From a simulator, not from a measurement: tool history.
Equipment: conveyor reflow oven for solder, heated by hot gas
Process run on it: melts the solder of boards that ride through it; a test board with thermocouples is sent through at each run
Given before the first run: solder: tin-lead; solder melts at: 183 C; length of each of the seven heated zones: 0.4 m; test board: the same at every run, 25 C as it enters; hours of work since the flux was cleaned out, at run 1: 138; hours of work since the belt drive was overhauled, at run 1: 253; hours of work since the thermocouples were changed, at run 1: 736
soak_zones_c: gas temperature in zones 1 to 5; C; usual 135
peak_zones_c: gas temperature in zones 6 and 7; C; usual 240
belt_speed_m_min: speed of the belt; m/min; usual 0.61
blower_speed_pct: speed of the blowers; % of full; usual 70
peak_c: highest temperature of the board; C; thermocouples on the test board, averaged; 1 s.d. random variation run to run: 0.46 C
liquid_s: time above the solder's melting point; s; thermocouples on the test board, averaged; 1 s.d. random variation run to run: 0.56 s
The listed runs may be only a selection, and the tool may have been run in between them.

run    hour  soak_zones_c  peak_zones_c  belt_speed_m_min  blower_speed_pct  hours of work since the flux was cleaned out  hours of work since the belt drive was overhauled  hours of work since the thermocouples were changed  peak_c  liquid_s
  1       0           135           240              0.61                70                                           138                                                253                                                 736   215.4      56.1
  2    77.5           135           240              0.61                70                                           186                                                300                                                 783     215      56.6
  3   124.4           135           240              0.61                70                                           215                                                329                                                 812   215.1      54.4
  4   187.6           135           240              0.61                70                                           254                                                368                                                 851   213.6        55
      256.3  -- flux residue cleaned out of gas plates and filters
  5   262.8           135           240              0.61                70                                             4                                                411                                                 894   211.9      50.9
  6   317.5           135           240              0.61                70                                            38                                                445                                                 928   210.2      49.5
  7   359.8           144           240              0.61                70                                            64                                                471                                                 954   212.9      55.5
  8   414.9           144           240              0.61                70                                            97                                                504                                                 987     213      54.9
  9   456.1           144           240              0.61                70                                           123                                                530                                                1013   212.9      54.9
 10   487.8           144           240              0.61                70                                           142                                                549                                                1032   211.7      54.1
      511.2  -- flux residue cleaned out of gas plates and filters, once more
 11   554.2           120           240              0.61                70                                            26                                                587                                                1070   214.2      50.2
 12   611.6           120           240              0.61                70                                            62                                                622                                                1105   214.6      49.4
      685.6  -- thermocouples of zones 6 and 7 changed
 13   690.4           120           240              0.61                70                                           109                                                669                                                   3   214.3      50.1
 14   729.9           148           249              0.61                55                                           133                                                694                                                  27   223.8      66.3
 15   767.1           134           234             0.615                70                                           156                                                716                                                  50   211.6      50.5
 16   807.2           132           240              0.61                88                                           181                                                741                                                  75   219.3      58.9
 17   883.4           132           240              0.61                88                                           227                                                788                                                 122   218.3      57.2
 18   943.3           135           240              0.61                60                                           264                                                825                                                 158   213.1      51.9
 19   977.5           135           240              0.61                60                                           285                                                846                                                 179   211.7      51.8
      994.5  -- flux residue cleaned out of gas plates and filters
 20  1048.7           135           240              0.61                60                                            33                                                886                                                 220   216.7      55.2
 21  1111.6           135           242              0.61                62                                            72                                                925                                                 259   217.4      57.6
 22  1168.4           135           242              0.61                62                                           107                                                960                                                 293   216.1      56.9
 23  1241.3           140           240             0.506                70                                           152                                               1005                                                 338   224.1      78.4
 24  1313.5           135           233             0.627                65                                           196                                               1049                                                 383   207.7      47.3
 25  1376.2           135           240             0.548                65                                           234                                               1088                                                 421   218.3      65.8
 26  1439.5           135           245             0.548                80                                           273                                               1126                                                 460   225.8      70.6

Predict each of these 5 candidate next runs independently; none follows another, all start after run 26:
     1477.8  -- flux residue cleaned out of gas plates and filters
  A  1496.3           135           245             0.726                65                                            11                                               1158                                                 492       ?         ?
     1477.8  -- flux residue cleaned out of gas plates and filters
  B  1496.3           150           245             0.622                82                                            11                                               1158                                                 492       ?         ?
     1477.8  -- flux residue cleaned out of gas plates and filters
  C  1496.3           135           240             0.544                70                                            11                                               1158                                                 492       ?         ?
     1477.8  -- flux residue cleaned out of gas plates and filters
  D  1496.3           148           245             0.548                80                                            11                                               1158                                                 492       ?         ?
     1477.8  -- flux residue cleaned out of gas plates and filters
  E  1496.3           135           249             0.576                70                                            11                                               1158                                                 492       ?         ?

run  peak_c  liquid_s
  A   213.9      45.7
  B   226.3      70.5
  C     222      71.9
  D   229.5      81.1
  E   227.7      70.2
Take away the tool's hidden state, keep each run's random variation, and the runs would have read:
run  peak_c  liquid_s
  A     214      44.7
  B   226.6      69.2
  C   222.3      70.7
  D   229.9      79.7
  E   227.9      68.9
